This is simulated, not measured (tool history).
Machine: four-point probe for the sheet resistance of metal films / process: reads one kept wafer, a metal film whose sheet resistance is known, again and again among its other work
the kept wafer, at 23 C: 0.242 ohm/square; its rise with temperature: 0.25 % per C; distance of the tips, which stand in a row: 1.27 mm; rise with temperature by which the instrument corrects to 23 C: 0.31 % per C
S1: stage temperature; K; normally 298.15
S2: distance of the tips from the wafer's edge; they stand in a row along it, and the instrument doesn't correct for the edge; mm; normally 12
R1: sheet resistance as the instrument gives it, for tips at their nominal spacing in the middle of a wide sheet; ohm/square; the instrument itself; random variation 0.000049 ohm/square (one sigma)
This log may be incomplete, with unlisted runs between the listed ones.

run,day,S1,S2,R1
1,0.000,298.15,12,0.244002
2,0.712,292.15,12,0.244793
3,2.338,292.15,12,0.244908
4,3.117,298.15,12,0.244042
5,3.879,298.15,12,0.243866
6,5.279,300.15,12,0.243724
7,6.379,298.15,4,0.254935
8,7.771,298.15,4,0.255036
9,8.704,298.15,4,0.254962
10,9.621,298.15,4,0.255020
11,10.808,298.15,4,0.255071
12,12.229,298.15,4,0.255094
# day 12.329: stage's thermometer calibrated
13,13.533,292.15,54,0.243320
14,15.075,298.15,20,0.243088
15,16.475,299.15,15,0.243233
16,17.842,296.15,16,0.243528
17,18.579,293.15,4,0.255547
18,19.404,300.15,3,0.263290
19,21.017,299.15,69,0.242435

Run 20, settings as shown, results not yet in. Your forecast:
# day 21.712: stage's thermometer calibrated, once more
20,22.350,299.15,69,?

{"run 20": {"R1": 0.242703}}
The same run, on a tool lacking any hidden state, would have yielded R1 0.241547 ohm/square.

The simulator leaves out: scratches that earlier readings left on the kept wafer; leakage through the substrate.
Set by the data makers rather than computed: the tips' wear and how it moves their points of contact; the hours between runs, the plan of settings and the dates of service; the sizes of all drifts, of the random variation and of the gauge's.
